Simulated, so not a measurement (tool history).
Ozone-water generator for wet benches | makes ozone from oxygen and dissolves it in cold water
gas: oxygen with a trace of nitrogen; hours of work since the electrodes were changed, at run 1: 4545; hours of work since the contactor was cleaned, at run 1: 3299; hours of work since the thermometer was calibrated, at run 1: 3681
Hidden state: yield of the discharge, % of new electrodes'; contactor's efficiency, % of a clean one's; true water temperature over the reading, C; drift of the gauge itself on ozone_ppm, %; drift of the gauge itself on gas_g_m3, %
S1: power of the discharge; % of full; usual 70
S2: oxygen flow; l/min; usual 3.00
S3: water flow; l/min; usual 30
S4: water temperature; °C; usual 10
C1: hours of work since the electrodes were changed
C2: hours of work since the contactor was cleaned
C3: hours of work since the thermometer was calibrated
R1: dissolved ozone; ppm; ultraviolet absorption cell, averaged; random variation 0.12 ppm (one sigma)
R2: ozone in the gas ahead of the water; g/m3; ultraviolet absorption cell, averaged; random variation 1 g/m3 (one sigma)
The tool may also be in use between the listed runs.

| run | hour | S1 | S2 | S3 | S4 | C1 | C2 | C3 | R1 | R2 |
|---|---|---|---|---|---|---|---|---|---|---|
| 1 | 0.0 | 70 | 3.00 | 30 | 10 | 4545 | 3299 | 3681 | 9.2 | 157.9 |
| 2 | 149.7 | 70 | 3.00 | 30 | 10 | 4640 | 3394 | 3776 | 9.4 | 156.2 |
| 3 | 296.5 | 70 | 3.00 | 30 | 10 | 4732 | 3487 | 3869 | 9.3 | 155.5 |
| 4 | 444.8 | 70 | 3.00 | 30 | 6 | 4826 | 3581 | 3963 | 9.5 | 157.1 |
| 5 | 584.5 | 70 | 3.00 | 30 | 6 | 4915 | 3670 | 4052 | 9.4 | 156.9 |
| 6 | 714.7 | 70 | 3.00 | 30 | 6 | 4997 | 3752 | 4134 | 9.8 | 157.1 |
|  | 748.1 | water thermometer calibrated |
| 7 | 855.0 | 70 | 3.00 | 30 | 6 | 5086 | 3841 | 68 | 9.4 | 156.4 |
| 8 | 974.0 | 70 | 3.00 | 30 | 7 | 5161 | 3916 | 143 | 9.6 | 155.6 |
| 9 | 1089.5 | 70 | 3.00 | 30 | 7 | 5235 | 3989 | 216 | 9.1 | 155.5 |
| 10 | 1279.4 | 70 | 3.00 | 30 | 7 | 5355 | 4110 | 337 | 9.4 | 155.4 |
| 11 | 1454.9 | 70 | 3.00 | 30 | 7 | 5466 | 4221 | 448 | 9.3 | 155.6 |
| 12 | 1548.6 | 69 | 5.33 | 24 | 7 | 5525 | 4280 | 507 | 14.3 | 123.3 |
| 13 | 1734.3 | 83 | 3.00 | 30 | 10 | 5643 | 4398 | 625 | 10.0 | 171.3 |
| 14 | 1837.5 | 47 | 2.67 | 20 | 6 | 5708 | 4463 | 690 | 10.6 | 124.5 |
| 15 | 1976.0 | 67 | 2.67 | 20 | 6 | 5796 | 4551 | 778 | 12.6 | 153.6 |
|  | 1993.0 | contactor cleaned |
| 16 | 2134.4 | 67 | 2.67 | 20 | 6 | 5894 | 90 | 876 | 12.3 | 153.5 |
| 17 | 2215.7 | 67 | 3.54 | 20 | 6 | 5945 | 141 | 927 | 14.3 | 141.0 |
| 18 | 2405.4 | 41 | 4.76 | 20 | 16 | 6066 | 261 | 1047 | 10.1 | 92.1 |
| 19 | 2531.6 | 70 | 3.00 | 30 | 10 | 6146 | 341 | 1127 | 8.8 | 150.3 |
| 20 | 2692.8 | 70 | 2.04 | 30 | 6 | 6248 | 443 | 1229 | 7.2 | 171.9 |
| 21 | 2802.7 | 76 | 2.06 | 30 | 8 | 6317 | 513 | 1299 | 7.8 | 179.2 |
|  | 2908.9 | contactor cleaned, once more |
| 22 | 2978.0 | 43 | 2.06 | 36 | 6 | 6426 | 44 | 1408 | 4.7 | 126.4 |

How the hidden state differs across the entries between the runs, from the last listed run before each to the first after it:
Between runs 6 and 7: water thermometer calibrated (hour 748.1)
  yield of the discharge, % of new electrodes': 88.4 -> 88.2; contactor's efficiency, % of a clean one's: 93.8 -> 93.6; true water temperature over the reading, C: 0.15 -> 0.03
  measured less the result without the state, R1: -1.6 -> -1.6 ppm; R2: -20.5 -> -20.8 g/m3
Between runs 15 and 16: contactor cleaned (hour 1993.0)
  yield of the discharge, % of new electrodes': 86.5 -> 86.3; contactor's efficiency, % of a clean one's: 92.6 -> 89.8
  measured less the result without the state, R1: -2.3 -> -2.6 ppm; R2: -23.1 -> -23.7 g/m3
Between runs 21 and 22: contactor cleaned, once more (hour 2908.9)
  yield of the discharge, % of new electrodes': 85.3 -> 85; contactor's efficiency, % of a clean one's: 89.2 -> 98.2
  measured less the result without the state, R1: -1.9 -> -0.6 ppm; R2: -32.9 -> -14.7 g/m3

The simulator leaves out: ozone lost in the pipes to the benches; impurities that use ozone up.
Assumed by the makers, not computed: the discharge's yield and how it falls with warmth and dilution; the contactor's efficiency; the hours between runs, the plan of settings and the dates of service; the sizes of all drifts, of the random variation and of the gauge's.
